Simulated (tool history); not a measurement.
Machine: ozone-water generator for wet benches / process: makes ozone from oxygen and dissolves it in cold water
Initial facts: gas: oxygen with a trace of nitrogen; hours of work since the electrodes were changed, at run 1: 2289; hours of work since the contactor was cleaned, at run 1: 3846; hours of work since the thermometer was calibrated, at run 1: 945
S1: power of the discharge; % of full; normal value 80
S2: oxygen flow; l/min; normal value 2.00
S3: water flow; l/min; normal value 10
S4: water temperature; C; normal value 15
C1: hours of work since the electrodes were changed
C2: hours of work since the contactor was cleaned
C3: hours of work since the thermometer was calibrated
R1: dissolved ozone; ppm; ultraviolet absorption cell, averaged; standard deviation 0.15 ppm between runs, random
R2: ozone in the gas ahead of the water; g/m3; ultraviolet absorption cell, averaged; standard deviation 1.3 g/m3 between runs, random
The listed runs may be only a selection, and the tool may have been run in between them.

run 1 day=0.000 | S1=80 S2=2.00 S3=10 S4=15 | C1=2289 C2=3846 C3=945 | R1=18.5 R2=233.6
run 2 day=4.079 | S1=80 S2=2.00 S3=10 S4=15 | C1=2371 C2=3929 C3=1027 | R1=18.3 R2=236.2
run 3 day=6.829 | S1=80 S2=2.00 S3=10 S4=22 | C1=2427 C2=3984 C3=1083 | R1=16.9 R2=235.9
run 4 day=11.029 | S1=80 S2=1.37 S3=10 S4=22 | C1=2512 C2=4069 C3=1168 | R1=15.9 R2=275.7
run 5 day=15.575 | S1=80 S2=1.37 S3=10 S4=22 | C1=2603 C2=4161 C3=1259 | R1=15.8 R2=277.0
run 6 day=18.108 | S1=80 S2=2.00 S3=10 S4=15 | C1=2654 C2=4212 C3=1310 | R1=18.6 R2=235.6
run 7 day=22.962 | S1=80 S2=2.00 S3=10 S4=15 | C1=2752 C2=4310 C3=1408 | R1=18.7 R2=235.5
run 8 day=27.396 | S1=80 S2=2.00 S3=10 S4=15 | C1=2842 C2=4399 C3=1498 | R1=18.7 R2=237.3
run 9 day=32.150 | S1=80 S2=2.52 S3=10 S4=15 | C1=2938 C2=4495 C3=1594 | R1=19.3 R2=213.0
run 10 day=35.496 | S1=80 S2=2.52 S3=10 S4=15 | C1=3005 C2=4562 C3=1661 | R1=19.4 R2=213.3
run 11 day=37.812 | S1=80 S2=2.52 S3=10 S4=15 | C1=3052 C2=4609 C3=1708 | R1=19.3 R2=212.6
run 12 day=42.304 | S1=80 S2=1.52 S3=10 S4=15 | C1=3142 C2=4700 C3=1799 | R1=17.3 R2=262.4
run 13 day=47.088 | S1=58 S2=1.52 S3=10 S4=15 | C1=3239 C2=4796 C3=1895 | R1=14.1 R2=215.4
run 14 day=50.621 | S1=58 S2=2.24 S3=15 S4=15 | C1=3310 C2=4868 C3=1966 | R1=10.7 R2=183.1
-- day=53.050 contactor cleaned
run 15 day=53.608 | S1=75 S2=2.24 S3=14 S4=15 | C1=3367 C2=11 C3=2023 | R1=13.2 R2=215.6
run 16 day=55.917 | S1=42 S2=1.28 S3=6 S4=21 | C1=3414 C2=58 C3=2070 | R1=16.5 R2=191.2
run 17 day=60.921 | S1=80 S2=2.00 S3=13 S4=15 | C1=3515 C2=159 C3=2171 | R1=14.7 R2=234.4
run 18 day=64.792 | S1=42 S2=1.87 S3=15 S4=15 | C1=3593 C2=237 C3=2249 | R1=8.1 R2=160.7
run 19 day=68.217 | S1=42 S2=2.77 S3=15 S4=15 | C1=3662 C2=306 C3=2318 | R1=9.1 R2=138.8
run 20 day=71.579 | S1=42 S2=2.77 S3=15 S4=15 | C1=3730 C2=374 C3=2386 | R1=9.1 R2=138.2
run 21 day=74.862 | S1=76 S2=1.18 S3=11 S4=8 | C1=3796 C2=440 C3=2452 | R1=14.9 R2=283.8
run 22 day=79.725 | S1=76 S2=1.18 S3=11 S4=8 | C1=3894 C2=538 C3=2550 | R1=14.8 R2=283.6
run 23 day=84.021 | S1=76 S2=1.18 S3=11 S4=8 | C1=3980 C2=625 C3=2637 | R1=14.7 R2=286.0
run 24 day=87.975 | S1=80 S2=1.84 S3=7 S4=20 | C1=4060 C2=704 C3=2716 | R1=23.0 R2=243.6
run 25 day=90.779 | S1=80 S2=1.84 S3=7 S4=20 | C1=4117 C2=761 C3=2773 | R1=23.3 R2=243.3

What differs in the tool's unlogged condition from the final listed run ahead of each entry between runs to the first listed run following it?
Logged between run 14 and run 15: contactor cleaned (day 53.050)
  contactor's efficiency, % of a clean one's: 99.8 -> 100
